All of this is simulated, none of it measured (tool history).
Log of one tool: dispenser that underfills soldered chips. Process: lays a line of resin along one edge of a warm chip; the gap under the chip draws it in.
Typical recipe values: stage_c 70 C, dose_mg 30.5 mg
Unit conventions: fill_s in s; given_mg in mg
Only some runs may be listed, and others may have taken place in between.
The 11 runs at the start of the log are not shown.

run   hour  stage_c  dose_mg  fill_s  given_mg
      63.8  -- new syringe of resin
 12   65.9       70     29.8   155.9     29.55
 13   73.1       70     29.8   212.6     29.49
      74.5  -- new syringe of resin
 14   79.9       70     29.8   178.3     29.38
      85.2  -- new syringe of resin
 15   87.2       70     29.8   150.9     29.29
 16   92.2       70     29.8   189.9     29.31
      96.0  -- new syringe of resin
 17   97.3       70     29.8   148.6     29.21
 18  105.2       70     30.5   211.1     29.91
     106.8  -- new syringe of resin
     110.1  -- dispensing valve cleaned and set on the balance
 19  111.0       70     30.5   160.3     30.54
 20  117.2       61     30.5   311.2     30.54
     118.7  -- new syringe of resin
 21  121.3       61     30.5   234.3     30.46
 22  127.9       61     30.5   319.2     30.42
     129.7  -- new syringe of resin
 23  132.6       67     33.8   176.6     33.59
 24  137.2       69     34.6   196.5     34.36
     140.5  -- new syringe of resin
 25  141.5       68     31.7   159.7     31.44
 26  149.5       67     28.6   239.8     28.32
     151.4  -- new syringe of resin
 27  153.1       64     27.2   200.2     26.98
 28  158.9       64     27.2   259.5     26.86
     162.4  -- new syringe of resin
 29  164.4       61     29.6   231.2     29.26
 30  167.9       58     34.4   303.8     34.04
     173.1  -- new syringe of resin
 31  174.0       84     34.4    78.8     33.93
 32  178.0       64     34.5   218.6     33.93
     184.0  -- new syringe of resin
     185.5  -- dispensing valve cleaned and set on the balance
 33  185.6       66     29.0   174.8     29.16
 34  192.9       76     37.5   153.1     37.45
     195.5  -- new syringe of resin
 35  196.7       72     35.7   134.5     35.77
 36  201.4       59     27.3   309.1     27.17

What if the next run were any one of these 3? Each begins from the tool's condition after run 36:
     206.1  -- new syringe of resin
  A  208.9       60     30.5       ?         ?
     206.1  -- new syringe of resin
  B  208.9       77     27.3       ?         ?
     206.1  -- new syringe of resin
  C  208.9       76     30.3       ?         ?

run  fill_s  given_mg
  A   252.2     30.41
  B   120.0     27.23
  C   122.7     30.17
With no hidden state in the tool, these same runs would have given:
run  fill_s  given_mg
  A   215.0     30.51
  B   102.7     27.32
  C   105.0     30.27
